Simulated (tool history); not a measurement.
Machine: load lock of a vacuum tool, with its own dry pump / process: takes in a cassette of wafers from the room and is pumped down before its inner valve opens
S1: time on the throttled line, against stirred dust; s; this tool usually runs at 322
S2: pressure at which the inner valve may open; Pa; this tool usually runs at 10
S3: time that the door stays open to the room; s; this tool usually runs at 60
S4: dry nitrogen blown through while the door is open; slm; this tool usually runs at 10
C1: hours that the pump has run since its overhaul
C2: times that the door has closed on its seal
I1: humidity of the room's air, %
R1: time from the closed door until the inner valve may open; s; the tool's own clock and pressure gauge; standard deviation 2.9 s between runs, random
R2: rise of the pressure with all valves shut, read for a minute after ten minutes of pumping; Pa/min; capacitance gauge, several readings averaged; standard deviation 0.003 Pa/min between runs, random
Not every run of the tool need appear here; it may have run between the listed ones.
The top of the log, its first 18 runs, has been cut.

run      day   S1  S2   S3  S4    C1     C2    I1     R1     R2
 19   78.029  322  10   29  10  4198   9705  46.9  494.7  0.125
 20   81.129  176  10   29  10  4272   9838  47.1  357.2  0.132
 21   84.379  322  10   60  10  4350   9977  44.8  486.6  0.141
 22   88.188  322   9   60  11  4442  10141  47.3  494.5  0.144
 23   91.879  448  13   97  36  4530  10299  45.3  595.3  0.147
 24   95.404  448  20   97  36  4615  10450  45.3  591.4  0.144
 25  101.762  448  20   97  36  4768  10723  43.2  585.5  0.146
 26  107.483  322  10  129  11  4905  10968  43.1  490.5  0.179

Run 27 has not been measured yet. What should we expect?
 27  110.712  322  10  129  11  4982  11107  43.1   ?   ?

R1: 491.1 s
R2: 0.183 Pa/min
Minus the tool's unlogged condition, the same run would have read R1 475.0 s, R2 0.054 Pa/min.

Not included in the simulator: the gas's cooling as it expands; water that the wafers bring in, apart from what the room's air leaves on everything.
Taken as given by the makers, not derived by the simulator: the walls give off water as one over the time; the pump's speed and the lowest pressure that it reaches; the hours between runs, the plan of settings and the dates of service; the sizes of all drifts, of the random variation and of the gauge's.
